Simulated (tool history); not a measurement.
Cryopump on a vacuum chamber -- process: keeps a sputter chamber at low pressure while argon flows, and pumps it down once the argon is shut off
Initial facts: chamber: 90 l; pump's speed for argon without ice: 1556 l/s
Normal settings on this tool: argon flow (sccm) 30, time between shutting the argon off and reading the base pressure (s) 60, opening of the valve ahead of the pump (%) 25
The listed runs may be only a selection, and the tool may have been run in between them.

run	hour	argon flow (sccm)	time between shutting the argon off and reading the base pressure (s)	opening of the valve ahead of the pump (%)	pressure while argon flows (Pa)	pressure after the wait (uPa)
1	0.0	30	60	25	0.1332	2.68
2	44.6	30	60	24	0.1402	2.70
3	110.8	27	60	24	0.1264	2.66
4	145.9	27	60	24	0.1257	2.67
5	207.4	27	60	24	0.1265	2.80
6	255.2	27	60	24	0.1282	2.83
7	308.8	30	60	25	0.1366	2.86
8	346.2	30	60	25	0.1378	2.93
9	410.1	54	128	56	0.1166	2.49
10	447.0	54	21	18	0.3377	4.78
11	481.4	54	21	18	0.3397	4.75
# hour 511.8: pump warmed up, emptied and cooled again
12	531.2	28	183	25	0.1229	2.05
13	569.9	21	88	49	0.0470	2.42
14	600.0	21	88	49	0.0477	2.51

Here are 3 independent what-if runs from the current tool condition. What would each one return?
A	657.8	29	60	17	?	?
B	657.8	17	60	27	?	?
C	657.8	21	88	39	?	?

run	pressure while argon flows (Pa)	pressure after the wait (uPa)
A	0.1856	2.83
B	0.0691	2.85
C	0.0599	2.58
Stripped of hidden state, with their random variation kept, the same runs would have yielded:
run	pressure while argon flows (Pa)	pressure after the wait (uPa)
A	0.1842	1.17
B	0.0683	1.18
C	0.0589	0.88

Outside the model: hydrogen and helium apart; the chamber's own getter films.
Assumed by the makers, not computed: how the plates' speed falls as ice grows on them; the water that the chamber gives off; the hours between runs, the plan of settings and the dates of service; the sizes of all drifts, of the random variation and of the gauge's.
